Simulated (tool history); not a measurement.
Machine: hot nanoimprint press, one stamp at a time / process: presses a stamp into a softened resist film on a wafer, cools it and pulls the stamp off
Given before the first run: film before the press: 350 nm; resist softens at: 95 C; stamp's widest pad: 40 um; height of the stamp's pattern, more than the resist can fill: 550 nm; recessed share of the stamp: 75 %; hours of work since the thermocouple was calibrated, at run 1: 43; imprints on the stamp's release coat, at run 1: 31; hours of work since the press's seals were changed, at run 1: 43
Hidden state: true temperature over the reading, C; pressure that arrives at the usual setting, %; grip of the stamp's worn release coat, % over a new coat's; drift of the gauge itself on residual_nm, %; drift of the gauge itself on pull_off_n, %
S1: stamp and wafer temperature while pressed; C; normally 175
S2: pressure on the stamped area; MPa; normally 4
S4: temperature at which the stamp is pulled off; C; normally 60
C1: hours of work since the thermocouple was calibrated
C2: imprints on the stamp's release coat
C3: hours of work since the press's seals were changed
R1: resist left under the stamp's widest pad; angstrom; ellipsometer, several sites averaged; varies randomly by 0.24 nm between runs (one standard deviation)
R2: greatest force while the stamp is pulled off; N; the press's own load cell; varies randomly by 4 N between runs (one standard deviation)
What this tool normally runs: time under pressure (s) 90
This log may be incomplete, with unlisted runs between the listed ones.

{"run": 1, "hour": 0.0, "S1": 175, "S2": 4, "time under pressure (s)": 90, "S4": 60, "C1": 43, "C2": 31, "C3": 43, "R1": 1909, "R2": 191}
{"run": 2, "hour": 25.0, "S1": 175, "S2": 4, "time under pressure (s)": 90, "S4": 60, "C1": 61, "C2": 177, "C3": 61, "R1": 1901, "R2": 194}
{"run": 3, "hour": 41.3, "S1": 175, "S2": 4, "time under pressure (s)": 90, "S4": 60, "C1": 74, "C2": 271, "C3": 74, "R1": 1903, "R2": 195}
{"run": 4, "hour": 56.3, "S1": 175, "S2": 4, "time under pressure (s)": 90, "S4": 60, "C1": 85, "C2": 359, "C3": 85, "R1": 1898, "R2": 188}
{"run": 5, "hour": 80.4, "S1": 182, "S2": 4, "time under pressure (s)": 90, "S4": 60, "C1": 103, "C2": 499, "C3": 103, "R1": 1560, "R2": 195}
{"run": 6, "hour": 101.9, "S1": 182, "S2": 4, "time under pressure (s)": 90, "S4": 60, "C1": 119, "C2": 625, "C3": 119, "R1": 1560, "R2": 198}
{"run": 7, "hour": 114.6, "S1": 175, "S2": 4, "time under pressure (s)": 90, "S4": 60, "C1": 129, "C2": 699, "C3": 129, "R1": 1889, "R2": 199}
{"run": 8, "hour": 129.5, "S1": 175, "S2": 4, "time under pressure (s)": 90, "S4": 60, "C1": 140, "C2": 785, "C3": 140, "R1": 1890, "R2": 195}
{"run": 9, "hour": 150.8, "S1": 175, "S2": 4, "time under pressure (s)": 90, "S4": 60, "C1": 156, "C2": 909, "C3": 156, "R1": 1887, "R2": 193}
{"run": 10, "hour": 174.1, "S1": 175, "S2": 4, "time under pressure (s)": 90, "S4": 62, "C1": 174, "C2": 1044, "C3": 174, "R1": 1884, "R2": 185}
{"run": 11, "hour": 199.4, "S1": 175, "S2": 4, "time under pressure (s)": 90, "S4": 62, "C1": 193, "C2": 1192, "C3": 193, "R1": 1879, "R2": 194}
{"run": 12, "hour": 211.7, "S1": 175, "S2": 4, "time under pressure (s)": 90, "S4": 62, "C1": 202, "C2": 1264, "C3": 202, "R1": 1880, "R2": 194}
{"run": 13, "hour": 222.9, "S1": 175, "S2": 4, "time under pressure (s)": 90, "S4": 62, "C1": 210, "C2": 1329, "C3": 210, "R1": 1878, "R2": 196}
{"run": 14, "hour": 233.8, "S1": 175, "S2": 4, "time under pressure (s)": 90, "S4": 62, "C1": 218, "C2": 1392, "C3": 218, "R1": 1875, "R2": 192}
{"run": 15, "hour": 245.1, "S1": 175, "S2": 4, "time under pressure (s)": 90, "S4": 66, "C1": 227, "C2": 1458, "C3": 227, "R1": 1875, "R2": 174}
{"run": 16, "hour": 261.5, "S1": 185, "S2": 4, "time under pressure (s)": 159, "S4": 49, "C1": 239, "C2": 1553, "C3": 239, "R1": 1142, "R2": 227}
{"run": 17, "hour": 282.5, "S1": 185, "S2": 4.22, "time under pressure (s)": 159, "S4": 49, "C1": 255, "C2": 1676, "C3": 255, "R1": 1109, "R2": 226}
{"run": 18, "hour": 297.8, "S1": 185, "S2": 4.22, "time under pressure (s)": 159, "S4": 49, "C1": 267, "C2": 1765, "C3": 267, "R1": 1108, "R2": 227}
{"hour": 326.0, "done": "stamp cleaned and given a new release coat"}
{"run": 19, "hour": 328.1, "S1": 178, "S2": 4, "time under pressure (s)": 87, "S4": 60, "C1": 285, "C2": 12, "C3": 285, "R1": 1739, "R2": 186}

Expected results for the next run?
{"run": 20, "hour": 349.5, "S1": 176, "S2": 4, "time under pressure (s)": 90, "S4": 60, "C1": 301, "C2": 137, "C3": 301, "R1": "?", "R2": "?"}

Run 20 produced R1 1815 angstrom, R2 195 N.
With the hidden condition absent and the run-to-run variation left alone, this run would have shown R1 1857 angstrom, R2 195 N.
